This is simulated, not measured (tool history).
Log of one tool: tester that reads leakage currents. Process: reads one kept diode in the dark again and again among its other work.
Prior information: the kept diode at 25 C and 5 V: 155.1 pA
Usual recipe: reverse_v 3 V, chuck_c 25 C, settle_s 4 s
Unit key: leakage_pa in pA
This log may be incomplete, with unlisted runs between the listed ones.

run 1 hour=0 | reverse_v=3 chuck_c=25 settle_s=4 | leakage_pa=124.14
run 2 hour=57.6 | reverse_v=3 chuck_c=57 settle_s=4 | leakage_pa=1477.97
run 3 hour=121.5 | reverse_v=3 chuck_c=57 settle_s=4 | leakage_pa=1485.18
run 4 hour=193.3 | reverse_v=3 chuck_c=25 settle_s=3.98 | leakage_pa=123.6
run 5 hour=255.5 | reverse_v=3 chuck_c=25 settle_s=3.98 | leakage_pa=124.18
run 6 hour=321.2 | reverse_v=8.6 chuck_c=25 settle_s=3.98 | leakage_pa=197.29
run 7 hour=401.6 | reverse_v=3 chuck_c=25 settle_s=4 | leakage_pa=124.69
run 8 hour=467.6 | reverse_v=3 chuck_c=25 settle_s=8.15 | leakage_pa=123.96
run 9 hour=511.5 | reverse_v=3 chuck_c=25 settle_s=8.15 | leakage_pa=124.3
run 10 hour=552.7 | reverse_v=3 chuck_c=25 settle_s=8.15 | leakage_pa=123.94
run 11 hour=587.3 | reverse_v=3 chuck_c=25 settle_s=8.15 | leakage_pa=123.5
run 12 hour=620.6 | reverse_v=3 chuck_c=25 settle_s=4 | leakage_pa=124.49
run 13 hour=679.9 | reverse_v=3 chuck_c=25 settle_s=4 | leakage_pa=123.8
-- hour=741.8 chuck's temperature calibrated
run 14 hour=741.8 | reverse_v=9.97 chuck_c=25 settle_s=4.07 | leakage_pa=210.89
run 15 hour=779.1 | reverse_v=13.89 chuck_c=25 settle_s=0.48 | leakage_pa=252.19
run 16 hour=827.6 | reverse_v=13.89 chuck_c=25 settle_s=0.48 | leakage_pa=252.14
run 17 hour=908.3 | reverse_v=6.13 chuck_c=25 settle_s=4 | leakage_pa=169.77
run 18 hour=958.2 | reverse_v=6.13 chuck_c=25 settle_s=4 | leakage_pa=169.4
run 19 hour=1036.3 | reverse_v=6.13 chuck_c=43 settle_s=4 | leakage_pa=729.63
run 20 hour=1104.2 | reverse_v=3 chuck_c=55 settle_s=4 | leakage_pa=1296.97
run 21 hour=1148.1 | reverse_v=1.34 chuck_c=47 settle_s=2.89 | leakage_pa=507.61
run 22 hour=1207.9 | reverse_v=1.34 chuck_c=26 settle_s=0.69 | leakage_pa=95.72
run 23 hour=1279 | reverse_v=1.34 chuck_c=26 settle_s=0.69 | leakage_pa=95.91
run 24 hour=1319.5 | reverse_v=6.2 chuck_c=25 settle_s=4 | leakage_pa=171.71
run 25 hour=1382.7 | reverse_v=6.2 chuck_c=25 settle_s=4 | leakage_pa=170.37

Measured result minus the same run's result without the hidden state. Both carry the same run-to-run variation, though not necessarily the same gauge scatter:
Hidden state present: stray current of the dirty probe card, pA a volt; current scale over the true one, %; true chuck temperature over the reading, C; drift of the gauge itself on leakage_pa, %.
run=1 leakage_pa=-0.23
run=2 leakage_pa=-2.51
run=3 leakage_pa=-2.55
run=4 leakage_pa=-0.24
run=5 leakage_pa=-0.25
run=6 leakage_pa=-0.37
run=7 leakage_pa=-0.26
run=8 leakage_pa=-0.26
run=9 leakage_pa=-0.27
run=10 leakage_pa=-0.27
run=11 leakage_pa=-0.27
run=12 leakage_pa=-0.27
run=13 leakage_pa=-0.27
run=14 leakage_pa=+0.07
run=15 leakage_pa=+0.1
run=16 leakage_pa=+0.09
run=17 leakage_pa=+0.02
run=18 leakage_pa=+0.02
run=19 leakage_pa=-0.13
run=20 leakage_pa=-0.33
run=21 leakage_pa=-0.14
run=22 leakage_pa=-0.03
run=23 leakage_pa=-0.02
run=24 leakage_pa=-0.02
run=25 leakage_pa=-0.01

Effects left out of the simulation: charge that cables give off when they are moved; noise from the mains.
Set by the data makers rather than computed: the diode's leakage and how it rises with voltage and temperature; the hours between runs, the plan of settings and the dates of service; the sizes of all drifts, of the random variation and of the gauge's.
